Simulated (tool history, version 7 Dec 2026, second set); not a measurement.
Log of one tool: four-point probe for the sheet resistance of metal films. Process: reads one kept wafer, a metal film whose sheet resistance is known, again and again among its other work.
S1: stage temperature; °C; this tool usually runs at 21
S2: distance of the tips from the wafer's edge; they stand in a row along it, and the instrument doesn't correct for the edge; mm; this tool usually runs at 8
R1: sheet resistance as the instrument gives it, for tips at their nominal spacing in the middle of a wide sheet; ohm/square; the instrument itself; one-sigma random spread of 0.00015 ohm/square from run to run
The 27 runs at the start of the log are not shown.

run    hour  S1  S2        R1
 28  1157.5  32  16  0.733632
 29  1188.3  23  75  0.729456
 30  1220.9  23  75  0.729394
 31  1268.6  23  75  0.729419
 32  1303.9  19   6   0.73185
 33  1351.9  29   5  0.737836
 34  1396.4  33  62  0.733274
 35  1429.3  33   7  0.736117
 36  1456.9  31  37  0.732422
 37  1496.1  26   3  0.747703
 38  1553.1  31  21  0.732879
 39  1585.8  19   8  0.729746
 40    1643  27  21     0.731
 41  1698.3  21  32  0.727865
 42  1730.6  30  15  0.732478
 43  1769.6  22  46   0.72812
 44    1813  22  46  0.728238
 45  1856.1  23   5  0.734729
 46  1907.5  31   5  0.738201

What if the next run were any one of these 3? Each begins from the tool's condition after run 46:
  A  1949.4  28  32   ?
  B  1949.4  22   3   ?
  C  1949.4  21  18   ?

run        R1
  A  0.730837
  B  0.745284
  C  0.728326
Without the tool's unlogged condition, the same runs would have read:
run        R1
  A  0.732433
  B   0.74691
  C  0.729918

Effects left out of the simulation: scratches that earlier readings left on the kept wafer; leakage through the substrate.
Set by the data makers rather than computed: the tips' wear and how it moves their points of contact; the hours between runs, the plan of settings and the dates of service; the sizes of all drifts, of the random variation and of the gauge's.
